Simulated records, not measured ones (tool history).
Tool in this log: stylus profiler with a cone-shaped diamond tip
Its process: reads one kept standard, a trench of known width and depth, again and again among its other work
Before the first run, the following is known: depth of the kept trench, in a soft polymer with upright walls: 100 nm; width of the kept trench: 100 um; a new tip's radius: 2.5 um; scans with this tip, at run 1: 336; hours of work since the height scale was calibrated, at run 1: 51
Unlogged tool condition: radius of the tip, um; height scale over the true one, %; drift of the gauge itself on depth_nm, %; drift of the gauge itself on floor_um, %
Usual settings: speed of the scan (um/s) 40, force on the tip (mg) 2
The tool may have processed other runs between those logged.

| run | hour | speed of the scan (um/s) | force on the tip (mg) | scans with this tip | hours of work since the height scale was calibrated | depth of the trench (nm) | width of the trench's floor (µm) |
|---|---|---|---|---|---|---|---|
| 1 | 0 | 40 | 2 | 336 | 51 | 101.15 | 98.36 |
| 2 | 11.3 | 40 | 2.56 | 376 | 57 | 101.53 | 98.34 |
| 3 | 34.5 | 40 | 2.56 | 458 | 69 | 101.38 | 98.36 |
| 4 | 48.6 | 40 | 2.56 | 508 | 77 | 101.4 | 98.35 |
| 5 | 60.9 | 40 | 2.56 | 552 | 83 | 101.36 | 98.37 |
| 6 | 82.2 | 40 | 2.56 | 627 | 94 | 101.62 | 98.37 |
| 7 | 98.3 | 30 | 2 | 685 | 103 | 101.4 | 98.38 |
| 8 | 114.9 | 40 | 2 | 744 | 112 | 101.22 | 98.32 |
| 9 | 139.5 | 40 | 2 | 831 | 125 | 101.09 | 98.39 |
| 10 | 165.2 | 12 | 2 | 922 | 139 | 101.37 | 98.52 |
| 11 | 187.9 | 12 | 2 | 1003 | 151 | 101.39 | 98.48 |
| 12 | 203.6 | 15 | 2 | 1059 | 159 | 101.22 | 98.46 |
| 13 | 221.9 | 15 | 2 | 1124 | 169 | 101.32 | 98.48 |
| 14 | 246.4 | 15 | 2.52 | 1211 | 182 | 101.62 | 98.48 |
| 15 | 265.3 | 40 | 2 | 1278 | 192 | 101.32 | 98.35 |
| 16 | 281.2 | 40 | 2 | 1334 | 201 | 101.34 | 98.3 |
| 17 | 305.3 | 40 | 2.4 | 1420 | 214 | 101.33 | 98.33 |
| 18 | 321.8 | 40 | 2.4 | 1478 | 222 | 101.34 | 98.37 |
| 19 | 334.3 | 40 | 2.4 | 1523 | 229 | 101.47 | 98.35 |
| 20 | 359.8 | 40 | 5.32 | 1613 | 243 | 102.24 | 98.42 |
| 21 | 383.8 | 40 | 5.32 | 1698 | 256 | 102.2 | 98.46 |
| 22 | 402 | 40 | 5.32 | 1763 | 265 | 102.33 | 98.38 |
| 23 | 422.1 | 40 | 5.32 | 1835 | 276 | 102.42 | 98.38 |
| 24 | 442.8 | 91 | 2 | 1908 | 287 | 101.25 | 98.08 |
| 25 | 465.6 | 145 | 1.39 | 1989 | 299 | 101.08 | 97.69 |
| 26 | 482.9 | 47 | 1.15 | 2051 | 309 | 100.91 | 98.2 |
| 27 | 502.3 | 47 | 1.15 | 2119 | 319 | 100.81 | 98.15 |
| 28 | 528 | 47 | 1.07 | 2211 | 333 | 100.85 | 98.16 |
| 29 | 539.6 | 40 | 1.43 | 2252 | 339 | 101.13 | 98.25 |
| 30 | 551.1 | 10 | 1.99 | 2293 | 345 | 101.24 | 98.42 |
| 31 | 571 | 12 | 2 | 2363 | 356 | 101.22 | 98.39 |
| 32 | 593.6 | 141 | 1.94 | 2444 | 368 | 101.24 | 97.74 |
| 33 | 607.2 | 141 | 1.94 | 2492 | 375 | 101.11 | 97.75 |
| 34 | 631.4 | 135 | 1.07 | 2578 | 388 | 100.79 | 97.52 |
| 35 | 647.2 | 135 | 1.07 | 2634 | 396 | 101.06 | 97.52 |
| 36 | 659.6 | 37 | 5.37 | 2678 | 403 | 102.29 | 98.36 |
| 37 | 678.7 | 20 | 0.96 | 2746 | 413 | 100.75 | 98.31 |
| 38 | 695.2 | 20 | 0.96 | 2804 | 422 | 100.92 | 98.31 |
| 39 | 721.3 | 67 | 1.46 | 2897 | 436 | 101.04 | 98.09 |
| 40 | 744 | 100 | 1.06 | 2978 | 448 | 100.83 | 97.67 |
| 41 | 764.1 | 80 | 1.57 | 3049 | 459 | 101.19 | 97.95 |
| 42 | 791.4 | 80 | 1.57 | 3146 | 473 | 101.3 | 98.03 |
| 43 | 805.6 | 80 | 1.57 | 3197 | 481 | 101.23 | 98 |
| 44 | 831.3 | 11 | 0.9 | 3288 | 495 | 100.83 | 98.4 |
| 45 | 850.5 | 11 | 0.9 | 3356 | 505 | 100.85 | 98.41 |
| 46 | 874.5 | 81 | 0.9 | 3441 | 518 | 100.96 | 97.85 |
| 47 | 895.1 | 56 | 2 | 3514 | 529 | 101.42 | 98.17 |

Forecast each of these 4 alternatives for the next run:
| A | 908.2 | 40 | 0.85 | 3561 | 536 | ? | ? |
| B | 908.2 | 128 | 2 | 3561 | 536 | ? | ? |
| C | 908.2 | 40 | 1.21 | 3561 | 536 | ? | ? |
| D | 908.2 | 60 | 2 | 3561 | 536 | ? | ? |

| run | depth of the trench (nm) | width of the trench's floor (µm) |
|---|---|---|
| A | 100.89 | 98.11 |
| B | 101.41 | 97.8 |
| C | 101.22 | 98.21 |
| D | 101.45 | 98.15 |
Had the tool no hidden state, the same runs would have come out as:
| run | depth of the trench (nm) | width of the trench's floor (µm) |
|---|---|---|
| A | 100.65 | 98.28 |
| B | 101.17 | 97.97 |
| C | 100.99 | 98.38 |
| D | 101.21 | 98.32 |
